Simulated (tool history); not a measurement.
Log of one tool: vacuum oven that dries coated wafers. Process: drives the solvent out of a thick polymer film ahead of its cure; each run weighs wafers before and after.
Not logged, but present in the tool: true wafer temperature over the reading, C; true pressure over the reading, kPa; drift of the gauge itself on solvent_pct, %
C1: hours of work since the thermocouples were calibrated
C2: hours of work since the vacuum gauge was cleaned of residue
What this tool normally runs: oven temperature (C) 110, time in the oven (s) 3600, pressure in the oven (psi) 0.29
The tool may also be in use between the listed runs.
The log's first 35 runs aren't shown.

{"run": 36, "hour": 2216.4, "oven temperature (C)": 116, "time in the oven (s)": 2580, "pressure in the oven (psi)": 0.872, "C1": 505, "C2": 1737, "solvent left in the film (%)": 5.58}
{"run": 37, "hour": 2275.2, "oven temperature (C)": 103, "time in the oven (s)": 2460, "pressure in the oven (psi)": 0.854, "C1": 550, "C2": 1782, "solvent left in the film (%)": 10.06}
{"run": 38, "hour": 2323.1, "oven temperature (C)": 110, "time in the oven (s)": 3600, "pressure in the oven (psi)": 0.218, "C1": 586, "C2": 1818, "solvent left in the film (%)": 2.84}
{"run": 39, "hour": 2365.1, "oven temperature (C)": 97, "time in the oven (s)": 2460, "pressure in the oven (psi)": 0.315, "C1": 618, "C2": 1850, "solvent left in the film (%)": 9.13}
{"run": 40, "hour": 2424.1, "oven temperature (C)": 119, "time in the oven (s)": 3600, "pressure in the oven (psi)": 0.29, "C1": 663, "C2": 1894, "solvent left in the film (%)": 2.01}
{"run": 41, "hour": 2472.8, "oven temperature (C)": 120, "time in the oven (s)": 2220, "pressure in the oven (psi)": 0.29, "C1": 700, "C2": 1931, "solvent left in the film (%)": 2.31}
{"run": 42, "hour": 2531.3, "oven temperature (C)": 110, "time in the oven (s)": 3600, "pressure in the oven (psi)": 0.305, "C1": 744, "C2": 1975, "solvent left in the film (%)": 3.55}
{"hour": 2583.4, "done": "vacuum gauge cleaned of residue and calibrated"}
{"run": 43, "hour": 2618.6, "oven temperature (C)": 110, "time in the oven (s)": 2460, "pressure in the oven (psi)": 0.37, "C1": 809, "C2": 27, "solvent left in the film (%)": 4.17}
{"run": 44, "hour": 2672.8, "oven temperature (C)": 115, "time in the oven (s)": 2460, "pressure in the oven (psi)": 0.37, "C1": 850, "C2": 68, "solvent left in the film (%)": 2.89}
{"run": 45, "hour": 2763.5, "oven temperature (C)": 99, "time in the oven (s)": 4740, "pressure in the oven (psi)": 0.318, "C1": 918, "C2": 136, "solvent left in the film (%)": 5.07}
{"run": 46, "hour": 2812.0, "oven temperature (C)": 113, "time in the oven (s)": 3600, "pressure in the oven (psi)": 0.29, "C1": 955, "C2": 173, "solvent left in the film (%)": 2.14}
{"hour": 2859.3, "done": "oven's thermocouples calibrated"}
{"run": 47, "hour": 2859.3, "oven temperature (C)": 101, "time in the oven (s)": 3780, "pressure in the oven (psi)": 0.196, "C1": 0, "C2": 207, "solvent left in the film (%)": 4.25}
{"run": 48, "hour": 2935.3, "oven temperature (C)": 116, "time in the oven (s)": 3600, "pressure in the oven (psi)": 0.167, "C1": 58, "C2": 265, "solvent left in the film (%)": 1.06}

Consider 3 possible next runs. They are alternatives, not a sequence: every one starts from the tool as it was left by run 48. What does each give?
{"run": "A", "hour": 2975.0, "oven temperature (C)": 103, "time in the oven (s)": 3600, "pressure in the oven (psi)": 0.828, "C1": 88, "C2": 295, "solvent left in the film (%)": "?"}
{"run": "B", "hour": 2975.0, "oven temperature (C)": 112, "time in the oven (s)": 3600, "pressure in the oven (psi)": 0.167, "C1": 88, "C2": 295, "solvent left in the film (%)": "?"}
{"run": "C", "hour": 2975.0, "oven temperature (C)": 98, "time in the oven (s)": 5100, "pressure in the oven (psi)": 1.108, "C1": 88, "C2": 295, "solvent left in the film (%)": "?"}

run=A solvent_left_in_the_film_(%)=8.21
run=B solvent_left_in_the_film_(%)=1.63
run=C solvent_left_in_the_film_(%)=11.37
Take away the tool's hidden state, keep each run's random variation, and the runs would have read:
run=A solvent_left_in_the_film_(%)=8.33
run=B solvent_left_in_the_film_(%)=1.63
run=C solvent_left_in_the_film_(%)=11.5
